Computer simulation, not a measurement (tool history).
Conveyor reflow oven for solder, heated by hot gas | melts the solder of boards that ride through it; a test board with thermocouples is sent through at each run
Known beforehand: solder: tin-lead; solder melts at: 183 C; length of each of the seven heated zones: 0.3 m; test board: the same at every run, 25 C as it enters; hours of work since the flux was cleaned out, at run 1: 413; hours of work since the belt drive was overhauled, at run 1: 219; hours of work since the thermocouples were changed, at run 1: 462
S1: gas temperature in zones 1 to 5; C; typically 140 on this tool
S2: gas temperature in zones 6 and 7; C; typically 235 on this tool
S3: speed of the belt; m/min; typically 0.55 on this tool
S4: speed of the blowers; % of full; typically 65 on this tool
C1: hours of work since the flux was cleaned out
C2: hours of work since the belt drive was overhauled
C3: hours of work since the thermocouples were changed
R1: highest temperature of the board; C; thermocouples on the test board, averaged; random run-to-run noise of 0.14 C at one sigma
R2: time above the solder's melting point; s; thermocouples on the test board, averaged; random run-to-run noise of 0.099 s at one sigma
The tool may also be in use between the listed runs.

| run | hour | S1 | S2 | S3 | S4 | C1 | C2 | C3 | R1 | R2 |
|---|---|---|---|---|---|---|---|---|---|---|
| 1 | 0 | 140 | 235 | 0.55 | 65 | 413 | 219 | 462 | 221.1 | 52.95 |
| 2 | 28.5 | 154 | 235 | 0.55 | 65 | 427 | 233 | 476 | 223.4 | 59.06 |
| 3 | 53.9 | 140 | 238 | 0.55 | 65 | 440 | 246 | 489 | 223.8 | 54.19 |
|  | 93.1 | flux residue cleaned out of gas plates and filters |
| 4 | 114.1 | 140 | 238 | 0.55 | 65 | 11 | 274 | 517 | 226.9 | 56.22 |
| 5 | 151.3 | 140 | 235 | 0.55 | 65 | 29 | 292 | 535 | 224.1 | 54.86 |
| 6 | 181.4 | 140 | 235 | 0.55 | 65 | 44 | 307 | 550 | 223.8 | 54.9 |
| 7 | 207.8 | 140 | 235 | 0.55 | 53 | 58 | 321 | 564 | 220.8 | 52.71 |
| 8 | 260.8 | 140 | 235 | 0.55 | 65 | 84 | 347 | 590 | 223.7 | 54.67 |
| 9 | 301.6 | 140 | 235 | 0.55 | 65 | 105 | 368 | 611 | 223.7 | 54.71 |
| 10 | 356.3 | 146 | 235 | 0.55 | 65 | 132 | 395 | 638 | 224.6 | 57.23 |
| 11 | 397.3 | 140 | 235 | 0.55 | 65 | 152 | 416 | 659 | 223.5 | 54.65 |
| 12 | 440.8 | 140 | 235 | 0.55 | 65 | 174 | 437 | 680 | 223.7 | 54.75 |
| 13 | 485.5 | 140 | 235 | 0.55 | 65 | 197 | 460 | 703 | 223.3 | 54.63 |
| 14 | 519.9 | 140 | 235 | 0.55 | 65 | 214 | 477 | 720 | 223.5 | 54.55 |
| 15 | 571.8 | 140 | 235 | 0.55 | 65 | 240 | 503 | 746 | 223.3 | 54.66 |
| 16 | 602.8 | 140 | 235 | 0.55 | 62 | 255 | 519 | 762 | 222.6 | 54.29 |
| 17 | 627.7 | 133 | 241 | 0.659 | 68 | 268 | 531 | 774 | 221.7 | 42.44 |
| 18 | 661.7 | 155 | 241 | 0.571 | 68 | 285 | 548 | 791 | 230.8 | 60.91 |
| 19 | 709.5 | 149 | 241 | 0.55 | 70 | 309 | 572 | 815 | 231.2 | 61.03 |
| 20 | 761.6 | 128 | 230 | 0.639 | 66 | 335 | 598 | 841 | 211.7 | 36.37 |
| 21 | 799.1 | 140 | 235 | 0.55 | 65 | 354 | 617 | 860 | 223 | 54.32 |
|  | 840.2 | thermocouples of zones 6 and 7 changed |
| 22 | 840.2 | 146 | 242 | 0.55 | 65 | 373 | 637 | 0 | 228 | 58.97 |
| 23 | 873.2 | 140 | 237 | 0.622 | 65 | 390 | 653 | 17 | 218.3 | 44.89 |
| 24 | 908.8 | 153 | 237 | 0.622 | 83 | 408 | 671 | 34 | 223.9 | 52.53 |
| 25 | 952.4 | 140 | 241 | 0.554 | 65 | 430 | 693 | 56 | 225.7 | 55.48 |
| 26 | 1004 | 140 | 239 | 0.554 | 69 | 456 | 719 | 82 | 224.2 | 55 |
|  | 1012.4 | flux residue cleaned out of gas plates and filters |
| 27 | 1037.9 | 140 | 239 | 0.554 | 69 | 13 | 733 | 97 | 227.9 | 57.07 |
| 28 | 1073 | 140 | 239 | 0.554 | 69 | 30 | 751 | 114 | 227.7 | 56.94 |
| 29 | 1111.7 | 140 | 239 | 0.554 | 69 | 50 | 770 | 134 | 227.5 | 56.89 |
| 30 | 1137.2 | 136 | 242 | 0.468 | 79 | 63 | 783 | 146 | 235.4 | 70.74 |
| 31 | 1186 | 143 | 245 | 0.468 | 79 | 87 | 807 | 171 | 238.9 | 74.2 |
| 32 | 1236.1 | 137 | 231 | 0.635 | 62 | 112 | 832 | 196 | 214 | 40.96 |

What differs in the tool's unlogged condition from the final listed run ahead of each entry between runs to the first listed run following it?
Run 3 -> run 4: flux residue cleaned out of gas plates and filters (hour 93.1)
  heat that the gas passes to the board, % of a clean oven's: 84.9 -> 99.1; belt's true speed, % of the reading: 99.34 -> 99.27; true gas temperature in zones 6 and 7 over the reading, C: 1.57 -> 1.66
  what was measured, less what the result would be without the hidden state, R1: -1.3 -> +1.6 C; R2: -0.66 -> +1.2 s
Run 21 -> run 22: thermocouples of zones 6 and 7 changed (hour 840.2)
  heat that the gas passes to the board, % of a clean oven's: 87.2 -> 86.5; belt's true speed, % of the reading: 98.37 -> 98.32; true gas temperature in zones 6 and 7 over the reading, C: 2.82 -> 0.16
  what was measured, less what the result would be without the hidden state, R1: +0.6 -> -1.8 C; R2: +0.96 -> +0.06 s
Run 26 -> run 27: flux residue cleaned out of gas plates and filters (hour 1012.4)
  heat that the gas passes to the board, % of a clean oven's: 84.1 -> 99.3; belt's true speed, % of the reading: 98.12 -> 98.08; true gas temperature in zones 6 and 7 over the reading, C: 0.42 -> 0.47
  what was measured, less what the result would be without the hidden state, R1: -2.4 -> +0.8 C; R2: -0.39 -> +1.54 s

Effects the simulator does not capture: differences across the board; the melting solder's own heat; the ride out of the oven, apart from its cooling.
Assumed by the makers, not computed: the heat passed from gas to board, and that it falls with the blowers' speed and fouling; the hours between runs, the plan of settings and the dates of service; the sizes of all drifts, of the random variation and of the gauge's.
